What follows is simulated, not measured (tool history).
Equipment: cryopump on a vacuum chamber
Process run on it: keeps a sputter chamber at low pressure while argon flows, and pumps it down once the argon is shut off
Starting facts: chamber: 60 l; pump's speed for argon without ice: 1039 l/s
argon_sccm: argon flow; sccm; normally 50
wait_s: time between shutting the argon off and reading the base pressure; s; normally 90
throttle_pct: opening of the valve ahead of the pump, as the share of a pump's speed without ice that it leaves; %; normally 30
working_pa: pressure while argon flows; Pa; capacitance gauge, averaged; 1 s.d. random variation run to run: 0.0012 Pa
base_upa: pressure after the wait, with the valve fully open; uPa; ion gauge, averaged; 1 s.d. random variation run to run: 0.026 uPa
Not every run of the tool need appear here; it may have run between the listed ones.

run     day  argon_sccm  wait_s  throttle_pct  working_pa  base_upa
  1   0.000          50      90            30      0.2768      1.23
  2   0.988          50      90            30      0.2781      1.22
  3   1.821          50      90            30      0.2795      1.23
  4   2.562          50      90            30      0.2801      1.20
  5   3.533          50      90            31      0.2703      1.27
  6   4.754          50      90            31      0.2688      1.21
  7   5.796          50      90            23      0.3609      1.29
  8   6.471          50      26            23      0.3601      3.15
  9   7.479          50      26            23      0.3609      3.09
 10   8.254          50      26            18      0.4584      3.18
 11   9.621          50      90            23      0.3627      1.30
 12  10.575          50      90            23      0.3617      1.32
 13  11.275          50      90            23      0.3634      1.31
 14  12.021          50      90            23      0.3625      1.27
 15  13.158          41      90            30      0.2290      1.31
 16  14.458          41      22            30      0.2302      3.68
 17  15.821          41      22            30      0.2304      3.74
 18  16.646          41      22            30      0.2312      3.74
 19  17.704          55      56            31      0.3017      1.78
 20  18.758          55      56            31      0.3012      1.83
 21  19.917          55      56            31      0.3002      1.82
 22  21.021          22      27            30      0.1243      3.22
 23  21.700          50      71            30      0.2842      1.64
 24  22.675          50      71            30      0.2880      1.58
 25  23.475          51      90            16      0.5307      1.33
 26  24.538          51      90            16      0.5331      1.37
 27  25.108          51      32            25      0.3424      2.82

Estimate the outcome of run 28 from the log above:
 28  26.462          23     263            25           ?         ?

{"run 28": {"working_pa": 0.1556, "base_upa": 0.89}}
Had the tool carried no hidden state, the very same run would have given working_pa 0.1493 Pa, base_upa 0.58 uPa.
